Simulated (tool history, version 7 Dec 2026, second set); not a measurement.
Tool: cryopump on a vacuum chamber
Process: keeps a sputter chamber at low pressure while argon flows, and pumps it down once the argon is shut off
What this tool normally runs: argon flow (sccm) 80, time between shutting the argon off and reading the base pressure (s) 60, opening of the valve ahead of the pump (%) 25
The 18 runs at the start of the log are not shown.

run,hour,argon flow (sccm),time between shutting the argon off and reading the base pressure (s),opening of the valve ahead of the pump (%),hours of work since the pump was warmed up and emptied,hours of work since the cold head was overhauled,hours of work since the chamber's fittings were tightened,pressure while argon flows (Pa),pressure after the wait (uPa)
# hour 1538.5: pump warmed up, emptied and cooled again
19,1545.5,60,23,25,4,1914,742,0.2123,2.11
20,1639.2,80,21,25,53,1964,792,0.2852,2.35
21,1730.3,107,142,24,102,2012,841,0.3991,1.34
22,1779.7,94,60,25,128,2038,867,0.3393,1.71
23,1846.4,46,262,32,164,2074,902,0.1302,1.44
24,1909.0,56,99,37,197,2107,935,0.1382,1.63
25,1973.1,80,197,29,231,2141,970,0.2541,1.52
26,2026.6,47,69,33,259,2170,998,0.1299,1.85
27,2099.4,88,60,25,298,2208,1037,0.3223,2.12
28,2193.1,88,60,25,348,2258,1086,0.3241,2.14
29,2261.5,88,60,25,384,2294,1123,0.3277,2.22
30,2353.3,88,60,33,433,2343,1172,0.2512,2.29
31,2434.2,88,60,33,476,2386,1215,0.2581,2.38
32,2541.6,88,60,20,533,2443,1272,0.4139,2.57
33,2623.7,88,60,20,577,2487,1315,0.4160,2.69
# hour 2682.5: pump warmed up, emptied and cooled again
34,2712.8,77,92,52,16,2532,1360,0.1317,2.06

Predict each of these 4 candidate next runs independently; none follows another, all start after run 34:
A,2759.1,144,136,32,41,2556,1385,?,?
B,2759.1,53,27,48,41,2556,1385,?,?
C,2759.1,39,60,32,41,2556,1385,?,?
D,2759.1,77,87,52,41,2556,1385,?,?

run,pressure while argon flows (Pa),pressure after the wait (uPa)
A,0.4013,2.01
B,0.0984,2.78
C,0.1081,2.32
D,0.1339,2.11
What these runs would have given with no unlogged condition in the tool:
run,pressure while argon flows (Pa),pressure after the wait (uPa)
A,0.3952,0.33
B,0.0962,1.10
C,0.1065,0.59
D,0.1306,0.46

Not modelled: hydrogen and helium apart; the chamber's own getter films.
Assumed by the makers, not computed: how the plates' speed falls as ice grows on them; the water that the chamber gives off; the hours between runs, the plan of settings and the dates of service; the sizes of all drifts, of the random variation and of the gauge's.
